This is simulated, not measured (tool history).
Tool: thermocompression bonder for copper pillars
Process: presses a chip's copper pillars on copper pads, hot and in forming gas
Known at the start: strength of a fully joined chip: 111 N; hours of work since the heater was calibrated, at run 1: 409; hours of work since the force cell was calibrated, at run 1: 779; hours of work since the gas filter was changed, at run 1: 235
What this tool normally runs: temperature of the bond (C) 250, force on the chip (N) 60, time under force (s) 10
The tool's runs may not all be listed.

run	day	temperature of the bond (C)	force on the chip (N)	time under force (s)	hours of work since the heater was calibrated	hours of work since the force cell was calibrated	hours of work since the gas filter was changed	force that shears a chip off (N)
1	0.000	250	60	10	409	779	235	44.9
2	2.004	250	60	10	437	806	263	44.3
# day 2.900: forming gas filter changed
3	3.092	250	60	10	451	821	3	44.4
4	4.271	241	60	10	467	837	19	37.3
5	6.504	241	60	10	498	868	49	36.9
6	8.179	241	60	10	521	891	72	37.7
7	9.483	241	66	10	539	909	90	41.2
8	11.362	241	66	10	565	935	116	41.6
9	12.946	241	66	10	587	956	138	41.0
10	15.096	241	66	10	616	986	167	41.2
11	16.617	241	66	10	637	1007	188	41.4
12	18.229	227	60	10	659	1029	211	27.8
13	20.175	250	60	17	686	1056	237	54.2
14	21.454	225	80	27	703	1073	255	52.2
# day 23.062: forming gas filter changed
15	23.271	225	80	27	728	1098	3	53.0
16	25.100	250	41	10	753	1123	28	30.4
17	26.158	222	60	10	768	1138	43	25.1
18	27.350	222	60	10	784	1154	59	25.3
19	29.096	222	60	10	808	1178	83	25.6
20	31.146	252	83	6	836	1206	111	51.3
21	32.204	252	86	6	851	1221	126	52.5
22	34.300	222	52	6	880	1249	154	16.9
23	35.933	275	60	13	902	1272	177	71.7
24	37.283	275	60	13	920	1290	195	71.8

4 ways to go on from here, each from the tool as it stands after run 24. What would each give?
# day 37.946: force cell calibrated
A	38.558	264	60	13	937	8	212	?
# day 37.946: force cell calibrated
B	38.558	275	61	13	937	8	212	?
# day 37.946: force cell calibrated
C	38.558	250	60	10	937	8	212	?
# day 37.946: force cell calibrated
D	38.558	262	86	11	937	8	212	?

run	force that shears a chip off (N)
A	61.7
B	72.8
C	43.9
D	73.7
Take away the tool's hidden state, keep each run's random variation, and the runs would have read:
run	force that shears a chip off (N)
A	61.7
B	72.9
C	43.9
D	73.7
